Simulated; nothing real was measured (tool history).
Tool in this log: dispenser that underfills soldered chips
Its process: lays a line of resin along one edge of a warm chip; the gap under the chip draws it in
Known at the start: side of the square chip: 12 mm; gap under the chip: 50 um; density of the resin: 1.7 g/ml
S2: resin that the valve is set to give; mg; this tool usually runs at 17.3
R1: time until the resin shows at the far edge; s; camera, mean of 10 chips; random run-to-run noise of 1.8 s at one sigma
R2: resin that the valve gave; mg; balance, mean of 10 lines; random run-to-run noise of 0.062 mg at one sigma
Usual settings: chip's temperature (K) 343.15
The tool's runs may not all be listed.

Run 1, hour 0: usual settings. Result: R1 207.4 s, R2 17.04 mg.
Run 2, hour 8.2: usual settings but chip's temperature (K) 355.15. Result: R1 147 s, R2 16.95 mg.
At hour 9.5: new syringe of resin.
Run 3, hour 16: usual settings. Result: R1 208.3 s, R2 16.92 mg.
Run 4, hour 22.2: usual settings. Result: R1 244.6 s, R2 16.9 mg.
At hour 25.5: new syringe of resin.
Run 5, hour 29.5: usual settings. Result: R1 196.6 s, R2 16.85 mg.
Run 6, hour 39: usual settings. Result: R1 249.7 s, R2 16.8 mg.
At hour 41.4: new syringe of resin.
Run 7, hour 48.8: usual settings. Result: R1 212.8 s, R2 16.77 mg.
At hour 57.4: new syringe of resin.
Run 8, hour 57.4: usual settings. Result: R1 174.6 s, R2 16.81 mg.
Run 9, hour 66.3: usual settings. Result: R1 221.1 s, R2 16.68 mg.
Run 10, hour 70.4: usual settings. Result: R1 246.2 s, R2 16.62 mg.
At hour 73.6: new syringe of resin.
Run 11, hour 78.3: usual settings but chip's temperature (K) 333.15, S2 15.8 mg. Result: R1 335.8 s, R2 15.14 mg.
Run 12, hour 84.7: usual settings but S2 16 mg. Result: R1 233.1 s, R2 15.31 mg.
At hour 89.3: new syringe of resin.
Run 13, hour 90.4: usual settings but chip's temperature (K) 333.15, S2 19.2 mg. Result: R1 293.7 s, R2 18.31 mg.
Run 14, hour 96.3: usual settings but chip's temperature (K) 333.15, S2 19.2 mg. Result: R1 340.7 s, R2 18.3 mg.
Run 15, hour 101.8: usual settings but chip's temperature (K) 332.15, S2 16.9 mg. Result: R1 427.9 s, R2 16.08 mg.
At hour 105.2: new syringe of resin.
Run 16, hour 106.8: usual settings but chip's temperature (K) 332.15, S2 16.9 mg. Result: R1 321.4 s, R2 15.99 mg.
At hour 110.6: dispensing valve cleaned and set on the balance.
Run 17, hour 113.1: usual settings but chip's temperature (K) 333.15, S2 17 mg. Result: R1 341.3 s, R2 16.9 mg.
At hour 122.3: new syringe of resin.
Run 18, hour 122.3: usual settings but S2 16.2 mg. Result: R1 179 s, R2 16.19 mg.
Run 19, hour 131.1: usual settings but chip's temperature (K) 345.15, S2 14.9 mg. Result: R1 207.8 s, R2 14.8 mg.
Run 20, hour 136.9: usual settings but chip's temperature (K) 345.15, S2 14.9 mg. Result: R1 234.3 s, R2 14.72 mg.

Below, some changes in R1 between adjacent runs. For each, the amount present without the hidden state too (settings, incoming material, random variation) and the amount remaining for the hidden state with gauge scatter not shared by both compared results:
The tool's hidden condition here consists of: resin's viscosity, % of fresh resin's; dose that the valve gives, % of what is set; true chip temperature over the reading, C; drift of the gauge itself on fill_s, %; drift of the gauge itself on given_mg, %.
Run 14 -> 15: chip's temperature (K) 333.15 -> 332.15, S2 19.2 -> 16.9. R1 +87.2 s: hidden state +61.6, all else +25.6.
Run 15 -> 16: new syringe of resin. R1 -106.5 s: hidden state -107.1, all else +0.6.
Run 17 -> 18: chip's temperature (K) 333.15 -> 343.15, S2 17 -> 16.2, new syringe of resin. R1 -162.3 s: hidden state -49.3, all else -113.

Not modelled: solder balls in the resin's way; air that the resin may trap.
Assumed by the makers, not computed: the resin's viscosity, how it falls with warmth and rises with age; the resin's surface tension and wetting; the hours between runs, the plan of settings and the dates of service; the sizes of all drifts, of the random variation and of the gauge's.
